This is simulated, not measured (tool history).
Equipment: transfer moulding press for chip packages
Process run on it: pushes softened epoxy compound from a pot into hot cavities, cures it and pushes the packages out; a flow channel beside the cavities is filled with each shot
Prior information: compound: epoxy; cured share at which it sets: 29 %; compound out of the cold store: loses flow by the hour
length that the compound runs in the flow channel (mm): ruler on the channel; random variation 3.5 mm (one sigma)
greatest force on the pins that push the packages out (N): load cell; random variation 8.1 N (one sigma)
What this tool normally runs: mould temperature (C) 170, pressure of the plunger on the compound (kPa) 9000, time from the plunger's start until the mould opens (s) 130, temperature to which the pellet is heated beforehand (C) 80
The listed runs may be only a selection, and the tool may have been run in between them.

run	day	mould temperature (C)	pressure of the plunger on the compound (kPa)	time from the plunger's start until the mould opens (s)	temperature to which the pellet is heated beforehand (C)	incoming compound's hours out of the cold store	length that the compound runs in the flow channel (mm)	greatest force on the pins that push the packages out (N)
1	0.000	170	9000	130	80	12.1	797	424
2	0.533	170	9000	130	80	30.5	706	415
3	0.950	170	9000	130	80	14.9	775	426
4	1.354	170	9000	130	80	11.5	797	453
5	1.646	170	9000	130	80	12.2	797	433
6	2.083	172	9000	130	80	34.4	679	450
7	2.575	177	9000	130	80	40.2	631	432
8	3.146	177	9000	130	80	15.3	740	454
# day 3.408: cavities cleaned with cleaning compound and waxed
9	3.488	170	9190	130	80	45.3	652	354
10	3.775	170	9190	130	80	14.9	779	373
11	4.238	170	9190	130	80	27.5	721	379
12	4.579	170	9000	130	80	12.0	791	382
13	5.162	170	9000	130	80	37.7	668	414
14	5.429	170	9000	130	80	30.6	708	418
15	5.879	170	9000	130	80	47.2	634	421
16	6.333	163	7050	143	80	35.9	622	533
17	6.875	163	7020	143	80	36.1	627	520
18	7.204	163	7020	143	80	23.1	683	534
# day 7.358: plunger's sealing rings changed
19	7.717	176	7020	143	80	17.4	673	459
# day 8.033: cavities cleaned with cleaning compound and waxed
20	8.150	176	7020	143	80	35.5	602	364
21	8.388	176	7020	143	80	43.6	568	363
22	8.958	176	7020	143	80	39.3	586	366
23	9.221	176	7020	143	80	40.0	579	393
24	9.504	170	7670	151	80	35.8	648	394
25	9.862	168	10530	146	88	20.6	845	430
26	10.308	168	10530	146	88	41.2	740	422
27	10.796	168	9000	170	80	8.8	841	425
28	11.317	178	10080	130	80	47.8	655	428
29	11.562	167	8550	158	77	8.9	827	453

Predict each of these 3 candidate next runs independently; none follows another, all start after run 29:
A	12.075	172	8550	119	77	39.8	?	?
B	12.075	172	7060	130	80	32.7	?	?
C	12.075	167	8550	166	77	16.2	?	?

run	length that the compound runs in the flow channel (mm)	greatest force on the pins that push the packages out (N)
A	662	460
B	618	473
C	788	456
With the hidden condition removed and each run's random variation left untouched, the same runs would have given:
run	length that the compound runs in the flow channel (mm)	greatest force on the pins that push the packages out (N)
A	670	347
B	626	356
C	799	343
